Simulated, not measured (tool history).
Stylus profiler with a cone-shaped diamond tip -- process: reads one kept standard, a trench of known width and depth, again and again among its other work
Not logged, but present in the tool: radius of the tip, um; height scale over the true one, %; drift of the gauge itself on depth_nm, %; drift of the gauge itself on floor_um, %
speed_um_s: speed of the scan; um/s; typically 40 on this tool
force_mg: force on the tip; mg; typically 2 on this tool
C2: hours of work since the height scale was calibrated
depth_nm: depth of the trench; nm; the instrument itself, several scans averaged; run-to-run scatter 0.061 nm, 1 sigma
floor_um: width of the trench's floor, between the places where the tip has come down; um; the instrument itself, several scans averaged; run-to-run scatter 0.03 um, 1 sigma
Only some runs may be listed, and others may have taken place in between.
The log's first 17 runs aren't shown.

run 18 hour=1782.7 | speed_um_s=26 force_mg=2 | scans_with_this_tip=8825 C2=1186 | depth_nm=100.83 floor_um=47.65
run 19 hour=1878 | speed_um_s=95 force_mg=3.99 | scans_with_this_tip=9173 C2=1233 | depth_nm=101.73 floor_um=47.37
run 20 hour=1954.4 | speed_um_s=51 force_mg=1.15 | scans_with_this_tip=9452 C2=1271 | depth_nm=100.46 floor_um=47.41
run 21 hour=2077.1 | speed_um_s=51 force_mg=4.04 | scans_with_this_tip=9901 C2=1331 | depth_nm=101.69 floor_um=47.61
run 22 hour=2197.3 | speed_um_s=18 force_mg=2.21 | scans_with_this_tip=10340 C2=1390 | depth_nm=100.89 floor_um=47.64
run 23 hour=2264.9 | speed_um_s=18 force_mg=2.21 | scans_with_this_tip=10587 C2=1423 | depth_nm=100.95 floor_um=47.72
-- hour=2272.3 height scale calibrated on a step standard
run 24 hour=2399.7 | speed_um_s=29 force_mg=0.68 | scans_with_this_tip=11077 C2=63 | depth_nm=100.77 floor_um=47.5
run 25 hour=2532 | speed_um_s=94 force_mg=0.7 | scans_with_this_tip=11560 C2=128 | depth_nm=100.65 floor_um=46.9
run 26 hour=2643.3 | speed_um_s=105 force_mg=4.52 | scans_with_this_tip=11967 C2=182 | depth_nm=102.19 floor_um=47.33
run 27 hour=2718.2 | speed_um_s=13 force_mg=1.04 | scans_with_this_tip=12241 C2=219 | depth_nm=100.67 floor_um=47.56
run 28 hour=2820.3 | speed_um_s=127 force_mg=1.04 | scans_with_this_tip=12613 C2=269 | depth_nm=100.79 floor_um=46.8
run 29 hour=2914 | speed_um_s=127 force_mg=1.04 | scans_with_this_tip=12956 C2=315 | depth_nm=100.7 floor_um=46.75
run 30 hour=3001.7 | speed_um_s=90 force_mg=2.64 | scans_with_this_tip=13276 C2=358 | depth_nm=101.36 floor_um=47.28
run 31 hour=3127 | speed_um_s=73 force_mg=5.99 | scans_with_this_tip=13734 C2=420 | depth_nm=102.6 floor_um=47.4
run 32 hour=3208.2 | speed_um_s=73 force_mg=5.99 | scans_with_this_tip=14030 C2=460 | depth_nm=102.55 floor_um=47.43
run 33 hour=3311.4 | speed_um_s=23 force_mg=3.06 | scans_with_this_tip=14407 C2=510 | depth_nm=101.64 floor_um=47.52
run 34 hour=3440.1 | speed_um_s=26 force_mg=1.66 | scans_with_this_tip=14877 C2=573 | depth_nm=101.03 floor_um=47.5
run 35 hour=3566.1 | speed_um_s=33 force_mg=0.92 | scans_with_this_tip=15337 C2=635 | depth_nm=100.5 floor_um=47.33
run 36 hour=3682.4 | speed_um_s=50 force_mg=1.96 | scans_with_this_tip=15762 C2=692 | depth_nm=101.06 floor_um=47.39

What if the next run were any one of these 3? Each begins from the tool's condition after run 36:
run A hour=3789.6 | speed_um_s=20 force_mg=3.62 | scans_with_this_tip=16154 C2=745 | depth_nm=? floor_um=?
run B hour=3789.6 | speed_um_s=50 force_mg=2.19 | scans_with_this_tip=16154 C2=745 | depth_nm=? floor_um=?
run C hour=3789.6 | speed_um_s=21 force_mg=2 | scans_with_this_tip=16154 C2=745 | depth_nm=? floor_um=?

run=A depth_nm=101.65 floor_um=47.53
run=B depth_nm=101.17 floor_um=47.37
run=C depth_nm=101.11 floor_um=47.55
Without the tool's unlogged condition, the same runs would have read:
run=A depth_nm=101.92 floor_um=47.9
run=B depth_nm=101.44 floor_um=47.74
run=C depth_nm=101.38 floor_um=47.92
